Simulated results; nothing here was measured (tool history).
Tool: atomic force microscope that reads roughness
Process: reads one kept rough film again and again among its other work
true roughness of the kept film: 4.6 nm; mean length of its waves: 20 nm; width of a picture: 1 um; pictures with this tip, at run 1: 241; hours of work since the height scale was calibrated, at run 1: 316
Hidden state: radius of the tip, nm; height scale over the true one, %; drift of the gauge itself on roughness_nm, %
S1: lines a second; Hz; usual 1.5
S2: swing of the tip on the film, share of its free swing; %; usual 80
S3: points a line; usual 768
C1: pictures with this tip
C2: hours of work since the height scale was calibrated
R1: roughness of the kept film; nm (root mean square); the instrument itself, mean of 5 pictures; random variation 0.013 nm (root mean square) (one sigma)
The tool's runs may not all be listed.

run,hour,S1,S2,S3,C1,C2,R1
1,0,1.5,80,768,241,316,2.019
2,16,1.5,80,681,267,326,1.944
3,43.4,1.5,80,681,312,343,1.831
4,62.3,0.78,80,768,343,355,1.81
# hour 68.5: new tip fitted
5,78.7,0.78,80,768,17,365,2.925
6,101.1,0.78,80,768,54,379,2.744
7,127,0.78,80,768,96,396,2.507
8,150.6,0.78,80,768,135,410,2.366
9,166.6,0.78,80,768,162,420,2.264
10,187.3,1.5,80,768,195,433,2.115
11,203.9,0.89,80,768,223,444,2.073
12,225.4,0.89,80,768,258,457,1.961
13,242.3,0.89,80,768,286,468,1.887
14,269.3,0.89,80,768,330,485,1.785
# hour 282.8: new tip fitted
15,283.4,0.89,80,768,1,493,3.062
16,312.6,3.98,75,584,49,512,2.579
17,342.9,3.98,75,584,99,531,2.389
18,371.1,2.77,80,828,145,548,2.222
19,388.1,1.04,86,778,173,559,2.205
20,410.2,1.04,86,778,209,573,2.092
21,433.5,0.96,86,481,248,588,1.958
22,459.3,1.16,80,306,290,604,1.843
23,478.7,0.8,56,563,322,616,1.861
24,492.3,0.78,56,318,344,625,1.767
# hour 498.1: new tip fitted
25,516.2,0.78,70,318,30,639,2.827
26,546.5,1.67,56,489,79,658,2.606
27,560.4,2.07,75,768,102,667,2.442
28,578.2,1.17,75,768,131,678,2.374
29,608.5,1.17,75,768,181,697,2.184

5 ways to go on from here, each from the tool as it stands after run 29. What would each give?
A,633,0.62,83,768,221,713,?
B,633,1.68,76,467,221,713,?
C,633,1.5,82,642,221,713,?
D,633,1.5,68,683,221,713,?
E,633,2.82,80,768,221,713,?

run,R1
A,2.077
B,2.024
C,2.001
D,2.057
E,1.939
Without the tool's hidden state the same runs would have given:
run,R1
A,3.101
B,3.019
C,2.986
D,3.073
E,2.896

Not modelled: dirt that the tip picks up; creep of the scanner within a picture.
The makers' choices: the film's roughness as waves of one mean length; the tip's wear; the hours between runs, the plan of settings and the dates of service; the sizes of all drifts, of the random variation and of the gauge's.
